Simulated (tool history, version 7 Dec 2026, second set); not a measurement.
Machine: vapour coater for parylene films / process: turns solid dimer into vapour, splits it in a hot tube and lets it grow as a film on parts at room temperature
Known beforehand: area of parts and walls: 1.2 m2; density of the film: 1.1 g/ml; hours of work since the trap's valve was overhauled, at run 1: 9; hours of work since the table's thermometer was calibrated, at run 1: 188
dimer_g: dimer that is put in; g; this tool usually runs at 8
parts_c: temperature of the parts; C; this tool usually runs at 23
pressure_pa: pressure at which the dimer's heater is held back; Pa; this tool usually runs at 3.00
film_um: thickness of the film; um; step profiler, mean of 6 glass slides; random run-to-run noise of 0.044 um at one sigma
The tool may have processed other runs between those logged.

run	day	dimer_g	parts_c	pressure_pa	hours of work since the trap's valve was overhauled	hours of work since the table's thermometer was calibrated	film_um
1	0.000	8	23	3.00	9	188	4.79
2	0.804	8	23	4.67	18	197	4.41
3	1.812	8	23	10.69	30	208	3.56
4	2.804	8	23	10.69	40	219	3.60
5	3.571	8	23	10.69	49	228	3.63
6	4.625	8	23	3.00	61	239	4.77
7	5.200	8	23	10.42	67	246	3.58
8	6.254	8	23	10.42	79	257	3.62
9	6.979	8	23	10.42	87	265	3.47
10	7.542	8	23	10.42	93	272	3.54
11	8.308	8	23	10.42	101	280	3.51
12	8.900	5	23	3.00	108	287	2.93
13	9.500	5	23	3.00	115	293	2.92
14	10.367	5	23	3.00	124	303	2.88
15	11.104	8	25	3.00	132	311	4.29
16	11.596	8	25	3.00	138	316	4.24
17	12.392	8	25	3.00	147	325	4.27
18	12.867	8	25	3.72	152	330	4.06
19	13.462	8	23	3.00	158	337	4.57
20	14.050	8	23	3.00	165	344	4.62
21	14.658	8	23	3.00	172	350	4.65
22	15.271	8	23	3.00	178	357	4.61
23	16.329	6	23	3.00	190	369	3.49
24	17.154	8	23	3.76	199	378	4.36
25	17.900	8	21	3.76	208	386	4.67
26	18.892	7	21	7.92	218	397	3.38
27	19.396	4	19	7.92	224	403	2.14
28	20.192	4	16	3.00	233	412	2.80
29	21.000	5	23	3.00	242	420	2.77
30	21.779	12	29	3.00	250	429	5.33
31	22.629	12	29	3.00	260	438	5.36
32	23.579	12	29	3.00	270	449	5.35
33	24.008	3	29	3.00	275	454	1.35
34	24.725	8	23	7.18	283	462	3.61
35	25.479	8	23	7.18	291	470	3.71
36	26.042	7	23	3.00	298	476	3.96
37	26.850	5	23	3.68	307	485	2.57
38	27.538	5	23	3.68	314	493	2.60
39	28.221	5	19	5.81	322	500	2.81
40	29.083	4	19	6.35	331	510	2.21
41	30.092	10	21	4.11	342	521	5.59
42	31.100	10	21	4.11	354	532	5.52
43	31.825	10	21	4.11	362	540	5.45
44	32.879	8	23	2.78	373	552	4.45
45	33.629	8	23	2.78	382	560	4.38
46	34.617	6	23	3.00	392	571	3.26
47	35.133	6	23	3.00	398	577	3.26
48	36.062	3	21	6.33	408	587	1.50

Consider 3 possible next runs. They are alternatives, not a sequence: every one starts from the tool as it was left by run 48. What does each give?
A	36.525	3	21	3.63	414	592	?
B	36.525	3	21	3.75	414	592	?
C	36.525	8	20	2.12	414	592	?

run	film_um
A	1.64
B	1.65
C	5.23
Take away the tool's hidden state, keep each run's random variation, and the runs would have read:
run	film_um
A	1.85
B	1.86
C	5.90

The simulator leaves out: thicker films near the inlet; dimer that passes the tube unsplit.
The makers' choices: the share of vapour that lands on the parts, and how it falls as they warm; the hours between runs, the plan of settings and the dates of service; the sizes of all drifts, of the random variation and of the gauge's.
